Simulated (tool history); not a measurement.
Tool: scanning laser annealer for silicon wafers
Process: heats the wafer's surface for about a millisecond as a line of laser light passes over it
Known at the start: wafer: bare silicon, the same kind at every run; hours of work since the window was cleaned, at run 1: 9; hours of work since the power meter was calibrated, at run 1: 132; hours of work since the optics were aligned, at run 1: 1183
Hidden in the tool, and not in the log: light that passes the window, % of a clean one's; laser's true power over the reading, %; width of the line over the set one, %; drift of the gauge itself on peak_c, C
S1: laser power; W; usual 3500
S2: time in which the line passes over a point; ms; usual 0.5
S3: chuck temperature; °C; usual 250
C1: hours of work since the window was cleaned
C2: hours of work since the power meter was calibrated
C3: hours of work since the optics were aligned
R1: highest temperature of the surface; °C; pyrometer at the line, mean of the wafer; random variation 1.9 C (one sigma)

| run | hour | S1 | S2 | S3 | C1 | C2 | C3 | R1 |
|---|---|---|---|---|---|---|---|---|
| 1 | 0 | 3500 | 0.5 | 250 | 9 | 132 | 1183 | 1076 |
| 2 | 9.7 | 3500 | 0.5 | 250 | 15 | 138 | 1190 | 1074 |
| 3 | 16.9 | 3500 | 0.5 | 250 | 19 | 143 | 1194 | 1073 |
| 4 | 32.1 | 3500 | 0.5 | 250 | 29 | 153 | 1204 | 1073 |
| 5 | 39.6 | 3500 | 0.5 | 250 | 34 | 157 | 1209 | 1073 |
| 6 | 48.7 | 3500 | 0.5 | 250 | 40 | 163 | 1214 | 1073 |
| 7 | 58.4 | 3500 | 0.5 | 250 | 46 | 169 | 1221 | 1070 |
| 8 | 71 | 3500 | 0.5 | 250 | 54 | 177 | 1229 | 1070 |
| 9 | 85.8 | 3500 | 0.5 | 250 | 63 | 187 | 1238 | 1074 |
| 10 | 95.4 | 3500 | 0.5 | 250 | 69 | 193 | 1244 | 1072 |
| 11 | 107.4 | 3500 | 0.5 | 250 | 77 | 201 | 1252 | 1069 |
| 12 | 114.4 | 3223 | 0.482 | 246 | 81 | 205 | 1256 | 981 |
| 13 | 127.9 | 3223 | 0.482 | 246 | 90 | 214 | 1265 | 978 |
| 14 | 140.9 | 3658 | 0.5 | 250 | 98 | 222 | 1273 | 1120 |
| 15 | 151.2 | 3500 | 0.415 | 250 | 105 | 228 | 1280 | 1004 |
| 16 | 166 | 3338 | 0.536 | 246 | 114 | 238 | 1289 | 1043 |
| 17 | 179.6 | 3338 | 0.485 | 255 | 123 | 247 | 1298 | 1017 |
| 18 | 187.9 | 3338 | 0.504 | 286 | 128 | 252 | 1303 | 1064 |
| 19 | 196.5 | 3836 | 0.411 | 286 | 134 | 257 | 1308 | 1125 |
| 20 | 206.1 | 3500 | 0.5 | 221 | 140 | 263 | 1315 | 1037 |

Forecast each of these 5 alternatives for the next run:
| A | 212.6 | 3500 | 0.45 | 239 | 144 | 268 | 1319 | ? |
| B | 212.6 | 3500 | 0.5 | 284 | 144 | 268 | 1319 | ? |
| C | 212.6 | 3162 | 0.462 | 215 | 144 | 268 | 1319 | ? |
| D | 212.6 | 3043 | 0.5 | 223 | 144 | 268 | 1319 | ? |
| E | 212.6 | 3204 | 0.5 | 279 | 144 | 268 | 1319 | ? |

| run | R1 |
|---|---|
| A | 1018 |
| B | 1105 |
| C | 912 |
| D | 912 |
| E | 1013 |
Without the tool's hidden state the same runs would have given:
| run | R1 |
|---|---|
| A | 1041 |
| B | 1130 |
| C | 933 |
| D | 932 |
| E | 1035 |

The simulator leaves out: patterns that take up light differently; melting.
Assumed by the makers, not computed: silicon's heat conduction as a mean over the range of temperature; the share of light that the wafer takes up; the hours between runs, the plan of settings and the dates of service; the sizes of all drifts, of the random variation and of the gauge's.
